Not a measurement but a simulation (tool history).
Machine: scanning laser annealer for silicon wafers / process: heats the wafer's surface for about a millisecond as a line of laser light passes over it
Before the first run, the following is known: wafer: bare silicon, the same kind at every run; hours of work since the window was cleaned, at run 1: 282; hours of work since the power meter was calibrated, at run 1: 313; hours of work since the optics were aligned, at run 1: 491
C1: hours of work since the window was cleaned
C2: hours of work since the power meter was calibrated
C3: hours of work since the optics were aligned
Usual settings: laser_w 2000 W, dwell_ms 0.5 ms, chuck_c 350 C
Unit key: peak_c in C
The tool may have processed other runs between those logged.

{"run": 1, "hour": 0.0, "laser_w": 2000, "dwell_ms": 0.5, "chuck_c": 350, "C1": 282, "C2": 313, "C3": 491, "peak_c": 1054}
{"run": 2, "hour": 22.1, "laser_w": 2000, "dwell_ms": 0.5, "chuck_c": 350, "C1": 293, "C2": 325, "C3": 502, "peak_c": 1054}
{"run": 3, "hour": 48.8, "laser_w": 2000, "dwell_ms": 0.5, "chuck_c": 350, "C1": 306, "C2": 338, "C3": 516, "peak_c": 1053}
{"run": 4, "hour": 67.6, "laser_w": 2000, "dwell_ms": 0.5, "chuck_c": 346, "C1": 316, "C2": 348, "C3": 525, "peak_c": 1046}
{"run": 5, "hour": 88.8, "laser_w": 2000, "dwell_ms": 0.5, "chuck_c": 350, "C1": 327, "C2": 358, "C3": 536, "peak_c": 1052}
{"run": 6, "hour": 110.9, "laser_w": 2108, "dwell_ms": 0.5, "chuck_c": 350, "C1": 338, "C2": 369, "C3": 547, "peak_c": 1097}
{"run": 7, "hour": 135.6, "laser_w": 2108, "dwell_ms": 0.5, "chuck_c": 350, "C1": 350, "C2": 382, "C3": 560, "peak_c": 1092}
{"run": 8, "hour": 179.6, "laser_w": 2108, "dwell_ms": 0.5, "chuck_c": 350, "C1": 372, "C2": 404, "C3": 582, "peak_c": 1094}
{"run": 9, "hour": 206.5, "laser_w": 2000, "dwell_ms": 0.5, "chuck_c": 350, "C1": 386, "C2": 418, "C3": 595, "peak_c": 1044}
{"run": 10, "hour": 228.5, "laser_w": 2000, "dwell_ms": 0.5, "chuck_c": 350, "C1": 397, "C2": 429, "C3": 607, "peak_c": 1044}
{"run": 11, "hour": 255.2, "laser_w": 2000, "dwell_ms": 0.619, "chuck_c": 350, "C1": 411, "C2": 442, "C3": 620, "peak_c": 1141}
{"run": 12, "hour": 293.6, "laser_w": 2000, "dwell_ms": 0.5, "chuck_c": 350, "C1": 430, "C2": 462, "C3": 639, "peak_c": 1042}
{"run": 13, "hour": 324.5, "laser_w": 2000, "dwell_ms": 0.5, "chuck_c": 350, "C1": 446, "C2": 477, "C3": 655, "peak_c": 1043}
{"run": 14, "hour": 353.4, "laser_w": 1732, "dwell_ms": 0.438, "chuck_c": 323, "C1": 460, "C2": 492, "C3": 670, "peak_c": 860}
{"run": 15, "hour": 386.2, "laser_w": 2000, "dwell_ms": 0.5, "chuck_c": 380, "C1": 477, "C2": 508, "C3": 686, "peak_c": 1072}
{"run": 16, "hour": 427.2, "laser_w": 2000, "dwell_ms": 0.599, "chuck_c": 364, "C1": 497, "C2": 529, "C3": 707, "peak_c": 1132}
{"run": 17, "hour": 448.2, "laser_w": 2000, "dwell_ms": 0.599, "chuck_c": 364, "C1": 508, "C2": 540, "C3": 718, "peak_c": 1130}
{"run": 18, "hour": 471.6, "laser_w": 2000, "dwell_ms": 0.597, "chuck_c": 320, "C1": 520, "C2": 551, "C3": 729, "peak_c": 1082}
{"run": 19, "hour": 494.8, "laser_w": 2000, "dwell_ms": 0.573, "chuck_c": 343, "C1": 532, "C2": 563, "C3": 741, "peak_c": 1088}
{"run": 20, "hour": 527.2, "laser_w": 2000, "dwell_ms": 0.573, "chuck_c": 343, "C1": 548, "C2": 579, "C3": 757, "peak_c": 1081}
{"run": 21, "hour": 551.2, "laser_w": 2000, "dwell_ms": 0.451, "chuck_c": 353, "C1": 560, "C2": 592, "C3": 769, "peak_c": 997}
{"run": 22, "hour": 593.5, "laser_w": 2000, "dwell_ms": 0.451, "chuck_c": 353, "C1": 581, "C2": 613, "C3": 791, "peak_c": 996}
{"run": 23, "hour": 624.3, "laser_w": 1763, "dwell_ms": 0.472, "chuck_c": 336, "C1": 597, "C2": 628, "C3": 806, "peak_c": 902}
{"run": 24, "hour": 665.1, "laser_w": 1885, "dwell_ms": 0.5, "chuck_c": 350, "C1": 617, "C2": 649, "C3": 827, "peak_c": 983}
{"run": 25, "hour": 687.1, "laser_w": 2130, "dwell_ms": 0.397, "chuck_c": 350, "C1": 629, "C2": 660, "C3": 838, "peak_c": 988}
{"run": 26, "hour": 705.9, "laser_w": 1724, "dwell_ms": 0.425, "chuck_c": 334, "C1": 638, "C2": 670, "C3": 848, "peak_c": 846}

3 ways to go on from here, each from the tool as it stands after run 26. What would each give?
{"run": "A", "hour": 740.1, "laser_w": 2119, "dwell_ms": 0.374, "chuck_c": 343, "C1": 655, "C2": 687, "C3": 865, "peak_c": "?"}
{"run": "B", "hour": 740.1, "laser_w": 2000, "dwell_ms": 0.5, "chuck_c": 342, "C1": 655, "C2": 687, "C3": 865, "peak_c": "?"}
{"run": "C", "hour": 740.1, "laser_w": 1792, "dwell_ms": 0.5, "chuck_c": 310, "C1": 655, "C2": 687, "C3": 865, "peak_c": "?"}

run=A peak_c=953
run=B peak_c=1016
run=C peak_c=903
What these runs would have given with no unlogged condition in the tool:
run=A peak_c=1000
run=B peak_c=1069
run=C peak_c=949
